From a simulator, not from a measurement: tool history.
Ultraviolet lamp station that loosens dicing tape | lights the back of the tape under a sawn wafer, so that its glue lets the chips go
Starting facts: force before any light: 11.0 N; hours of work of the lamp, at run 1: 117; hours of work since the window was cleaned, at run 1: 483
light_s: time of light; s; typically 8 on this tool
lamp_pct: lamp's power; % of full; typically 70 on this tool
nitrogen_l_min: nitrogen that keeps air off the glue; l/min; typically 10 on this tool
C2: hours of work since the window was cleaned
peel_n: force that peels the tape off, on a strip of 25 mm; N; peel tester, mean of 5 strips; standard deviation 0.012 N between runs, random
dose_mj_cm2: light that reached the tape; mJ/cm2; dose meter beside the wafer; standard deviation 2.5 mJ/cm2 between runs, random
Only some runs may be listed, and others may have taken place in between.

Run 1, hour 0.0: usual settings; hours of work of the lamp 117; C2 483. Result: peel_n 0.899 N, dose_mj_cm2 235 mJ/cm2.
Run 2, hour 16.5: usual settings; hours of work of the lamp 129; C2 495. Result: peel_n 0.925 N, dose_mj_cm2 231 mJ/cm2.
Run 3, hour 33.1: usual settings; hours of work of the lamp 142; C2 508. Result: peel_n 0.947 N, dose_mj_cm2 237 mJ/cm2.
Run 4, hour 57.8: usual settings; hours of work of the lamp 160; C2 526. Result: peel_n 1.000 N, dose_mj_cm2 231 mJ/cm2.
Run 5, hour 89.5: usual settings; hours of work of the lamp 184; C2 550. Result: peel_n 1.045 N, dose_mj_cm2 221 mJ/cm2.
Run 6, hour 118.5: usual settings but lamp_pct 93 % of full; hours of work of the lamp 205; C2 571. Result: peel_n 0.543 N, dose_mj_cm2 294 mJ/cm2.
Run 7, hour 153.9: usual settings but lamp_pct 99 % of full; hours of work of the lamp 232; C2 598. Result: peel_n 0.462 N, dose_mj_cm2 305 mJ/cm2.
Run 8, hour 190.2: usual settings but lamp_pct 99 % of full; hours of work of the lamp 259; C2 625. Result: peel_n 0.486 N, dose_mj_cm2 301 mJ/cm2.
Run 9, hour 211.3: usual settings; hours of work of the lamp 275; C2 640. Result: peel_n 1.179 N, dose_mj_cm2 215 mJ/cm2.
Run 10, hour 234.9: usual settings; hours of work of the lamp 292; C2 658. Result: peel_n 1.180 N, dose_mj_cm2 206 mJ/cm2.
At hour 241.5: window cleaned of glue's vapour.
Run 11, hour 258.4: usual settings; hours of work of the lamp 309; C2 13. Result: peel_n 0.833 N, dose_mj_cm2 242 mJ/cm2.
Run 12, hour 274.1: usual settings but lamp_pct 64 % of full; hours of work of the lamp 321; C2 24. Result: peel_n 1.054 N, dose_mj_cm2 226 mJ/cm2.
Run 13, hour 289.9: usual settings but lamp_pct 64 % of full; hours of work of the lamp 333; C2 36. Result: peel_n 1.071 N, dose_mj_cm2 223 mJ/cm2.
Run 14, hour 318.9: usual settings but lamp_pct 64 % of full; hours of work of the lamp 354; C2 58. Result: peel_n 1.072 N, dose_mj_cm2 213 mJ/cm2.
Run 15, hour 346.0: usual settings but lamp_pct 64 % of full; hours of work of the lamp 375; C2 78. Result: peel_n 1.114 N, dose_mj_cm2 212 mJ/cm2.
Run 16, hour 366.5: usual settings; hours of work of the lamp 390; C2 93. Result: peel_n 0.978 N, dose_mj_cm2 228 mJ/cm2.
Run 17, hour 393.1: usual settings; hours of work of the lamp 410; C2 113. Result: peel_n 0.943 N, dose_mj_cm2 232 mJ/cm2.
Run 18, hour 410.2: usual settings; hours of work of the lamp 422; C2 126. Result: peel_n 1.036 N, dose_mj_cm2 224 mJ/cm2.
Run 19, hour 427.1: usual settings but light_s 13 s; hours of work of the lamp 435; C2 138. Result: peel_n 0.307 N, dose_mj_cm2 361 mJ/cm2.
Run 20, hour 446.2: usual settings but light_s 4 s, lamp_pct 78 % of full, nitrogen_l_min 15 l/min; hours of work of the lamp 449; C2 152. Result: peel_n 2.633 N, dose_mj_cm2 125 mJ/cm2.
Run 21, hour 475.9: usual settings but light_s 4 s, lamp_pct 78 % of full, nitrogen_l_min 15 l/min; hours of work of the lamp 471; C2 175. Result: peel_n 2.725 N, dose_mj_cm2 121 mJ/cm2.
Run 22, hour 500.2: usual settings but lamp_pct 63 % of full, nitrogen_l_min 4 l/min; hours of work of the lamp 489; C2 193. Result: peel_n 2.118 N, dose_mj_cm2 193 mJ/cm2.
Run 23, hour 532.8: usual settings but lamp_pct 66 % of full, nitrogen_l_min 3 l/min; hours of work of the lamp 514; C2 217. Result: peel_n 2.369 N, dose_mj_cm2 193 mJ/cm2.
Run 24, hour 557.6: usual settings but lamp_pct 66 % of full, nitrogen_l_min 3 l/min; hours of work of the lamp 532; C2 235. Result: peel_n 2.461 N, dose_mj_cm2 192 mJ/cm2.
Run 25, hour 576.2: usual settings but lamp_pct 66 % of full, nitrogen_l_min 3 l/min; hours of work of the lamp 546; C2 249. Result: peel_n 2.523 N, dose_mj_cm2 192 mJ/cm2.
Run 26, hour 601.0: usual settings but lamp_pct 99 % of full, nitrogen_l_min 7 l/min; hours of work of the lamp 564; C2 268. Result: peel_n 0.734 N, dose_mj_cm2 285 mJ/cm2.
Run 27, hour 624.0: usual settings but light_s 6 s, lamp_pct 81 % of full, nitrogen_l_min 18 l/min; hours of work of the lamp 582; C2 285. Result: peel_n 1.466 N, dose_mj_cm2 171 mJ/cm2.
Run 28, hour 660.1: usual settings but light_s 6 s, lamp_pct 81 % of full, nitrogen_l_min 18 l/min; hours of work of the lamp 608; C2 312. Result: peel_n 1.534 N, dose_mj_cm2 167 mJ/cm2.
Run 29, hour 682.6: usual settings but light_s 6 s, lamp_pct 74 % of full, nitrogen_l_min 7 l/min; hours of work of the lamp 625; C2 329. Result: peel_n 2.429 N, dose_mj_cm2 151 mJ/cm2.
Run 30, hour 715.8: usual settings but light_s 5 s, lamp_pct 67 % of full, nitrogen_l_min 15 l/min; hours of work of the lamp 650; C2 353. Result: peel_n 2.915 N, dose_mj_cm2 111 mJ/cm2.
Run 31, hour 736.9: usual settings but light_s 5 s, lamp_pct 67 % of full, nitrogen_l_min 7 l/min; hours of work of the lamp 666; C2 369. Result: peel_n 3.617 N, dose_mj_cm2 110 mJ/cm2.
Run 32, hour 759.5: usual settings but light_s 9 s, lamp_pct 93 % of full, nitrogen_l_min 6 l/min; hours of work of the lamp 683; C2 386. Result: peel_n 0.876 N, dose_mj_cm2 270 mJ/cm2.
Run 33, hour 785.1: usual settings but light_s 7 s, lamp_pct 86 % of full, nitrogen_l_min 11 l/min; hours of work of the lamp 702; C2 405. Result: peel_n 1.385 N, dose_mj_cm2 192 mJ/cm2.
Run 34, hour 813.5: usual settings but light_s 7 s, lamp_pct 86 % of full, nitrogen_l_min 11 l/min; hours of work of the lamp 723; C2 426. Result: peel_n 1.452 N, dose_mj_cm2 184 mJ/cm2.
Run 35, hour 845.2: usual settings but light_s 6 s, lamp_pct 85 % of full, nitrogen_l_min 5 l/min; hours of work of the lamp 746; C2 450. Result: peel_n 2.675 N, dose_mj_cm2 153 mJ/cm2.
Run 36, hour 868.2: usual settings but light_s 6 s, lamp_pct 85 % of full, nitrogen_l_min 5 l/min; hours of work of the lamp 763; C2 467. Result: peel_n 2.763 N, dose_mj_cm2 151 mJ/cm2.
Run 37, hour 895.7: usual settings but nitrogen_l_min 6 l/min; hours of work of the lamp 784; C2 487. Result: peel_n 2.266 N, dose_mj_cm2 166 mJ/cm2.

3 ways to go on from here, each from the tool as it stands after run 37. What would each give?
Run A, hour 913.4: usual settings but light_s 9 s, lamp_pct 65 % of full, nitrogen_l_min 6 l/min; hours of work of the lamp 797; C2 500. Result: peel_n ?, dose_mj_cm2 ?.
Run B, hour 913.4: usual settings but light_s 14 s, nitrogen_l_min 6 l/min; hours of work of the lamp 797; C2 500. Result: peel_n ?, dose_mj_cm2 ?.
Run C, hour 913.4: usual settings; hours of work of the lamp 797; C2 500. Result: peel_n ?, dose_mj_cm2 ?.

run  peel_n  dose_mj_cm2
  A   2.174          170
  B   0.795          281
  C   1.916          165
Stripped of hidden state, with their random variation kept, the same runs would have yielded:
run  peel_n  dose_mj_cm2
  A   0.679          301
  B   0.186          500
  C   0.550          290
